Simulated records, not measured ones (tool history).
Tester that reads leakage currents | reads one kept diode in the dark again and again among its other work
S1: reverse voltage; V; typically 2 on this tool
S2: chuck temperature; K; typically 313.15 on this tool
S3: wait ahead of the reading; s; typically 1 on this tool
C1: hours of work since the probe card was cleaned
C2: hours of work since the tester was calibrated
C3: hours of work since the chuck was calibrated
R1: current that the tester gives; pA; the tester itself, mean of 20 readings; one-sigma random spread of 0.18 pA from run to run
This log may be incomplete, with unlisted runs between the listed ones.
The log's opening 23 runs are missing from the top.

{"run": 24, "day": 36.412, "S1": 3.65, "S2": 306.15, "S3": 0.62, "C1": 1087, "C2": 840, "C3": 106, "R1": 38.87}
{"run": 25, "day": 37.608, "S1": 2.57, "S2": 324.15, "S3": 0.73, "C1": 1103, "C2": 856, "C3": 122, "R1": 160.07}
{"run": 26, "day": 39.767, "S1": 2, "S2": 303.15, "S3": 1, "C1": 1132, "C2": 886, "C3": 151, "R1": 23.87}
{"run": 27, "day": 41.542, "S1": 11.08, "S2": 303.15, "S3": 5.7, "C1": 1156, "C2": 910, "C3": 176, "R1": 41.12}
{"run": 28, "day": 42.917, "S1": 11.08, "S2": 310.15, "S3": 5.22, "C1": 1175, "C2": 928, "C3": 194, "R1": 77.38}
{"run": 29, "day": 44.162, "S1": 4.75, "S2": 313.15, "S3": 1, "C1": 1192, "C2": 945, "C3": 211, "R1": 77.49}
{"run": 30, "day": 45.15, "S1": 2, "S2": 307.15, "S3": 1, "C1": 1205, "C2": 959, "C3": 224, "R1": 34.26}
{"run": 31, "day": 46.296, "S1": 5.29, "S2": 304.15, "S3": 0.58, "C1": 1221, "C2": 974, "C3": 240, "R1": 36.92}
{"run": 32, "day": 48.496, "S1": 5.29, "S2": 304.15, "S3": 0.58, "C1": 1251, "C2": 1004, "C3": 270, "R1": 36.92}
{"run": 33, "day": 50.625, "S1": 5.64, "S2": 304.15, "S3": 0.58, "C1": 1280, "C2": 1033, "C3": 299, "R1": 37.94}
{"run": 34, "day": 52.05, "S1": 5.64, "S2": 304.15, "S3": 0.58, "C1": 1299, "C2": 1052, "C3": 318, "R1": 38.26}
{"run": 35, "day": 54.167, "S1": 2, "S2": 295.15, "S3": 1, "C1": 1328, "C2": 1081, "C3": 347, "R1": 11.15}

Estimate the outcome of run 36 from the log above:
{"run": 36, "day": 56.179, "S1": 3.79, "S2": 308.15, "S3": 1, "C1": 1355, "C2": 1108, "C3": 374, "R1": "?"}

R1: 46.26 pA
Minus the tool's unlogged condition, the same run would have read R1 46.24 pA.
